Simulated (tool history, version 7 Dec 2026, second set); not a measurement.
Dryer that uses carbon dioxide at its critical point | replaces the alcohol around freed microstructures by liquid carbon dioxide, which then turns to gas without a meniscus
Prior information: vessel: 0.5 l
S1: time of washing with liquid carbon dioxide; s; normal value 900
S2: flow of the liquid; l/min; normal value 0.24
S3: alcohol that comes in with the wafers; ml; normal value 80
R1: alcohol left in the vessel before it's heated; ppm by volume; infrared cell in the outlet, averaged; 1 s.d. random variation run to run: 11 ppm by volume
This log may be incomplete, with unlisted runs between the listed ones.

run    day    S1     S2  S3     R1
  1      0   900   0.24  80   1096
  2  0.583   900  0.279  80    492
  3  1.233   900  0.279  80    494
  4  1.879   900  0.279  80    495
  5  2.392   900  0.279  80    489
  6  3.188   900  0.279  80    511
  7  3.621   900  0.279  80    524
  8  4.412  1080  0.279  44    102
  9  4.933  1140  0.155  54   2084
 10  5.621   660  0.155  54  11108
 11  6.396   600   0.22  53   5458

Branching from run 11: 5 alternative next runs. What would each branch give?
  A  7.129   840  0.198  39   ?
  B  7.129   660   0.22  53   ?
  C  7.129   540  0.159  80   ?
  D  7.129   900  0.264  80   ?
  E  7.129  1020  0.226  76   ?

run     R1
  A   1819
  B   4131
  C  23526
  D    734
  E    859
Without the tool's hidden state the same runs would have given:
run     R1
  A   1117
  B   2702
  C  18357
  D    361
  E    436

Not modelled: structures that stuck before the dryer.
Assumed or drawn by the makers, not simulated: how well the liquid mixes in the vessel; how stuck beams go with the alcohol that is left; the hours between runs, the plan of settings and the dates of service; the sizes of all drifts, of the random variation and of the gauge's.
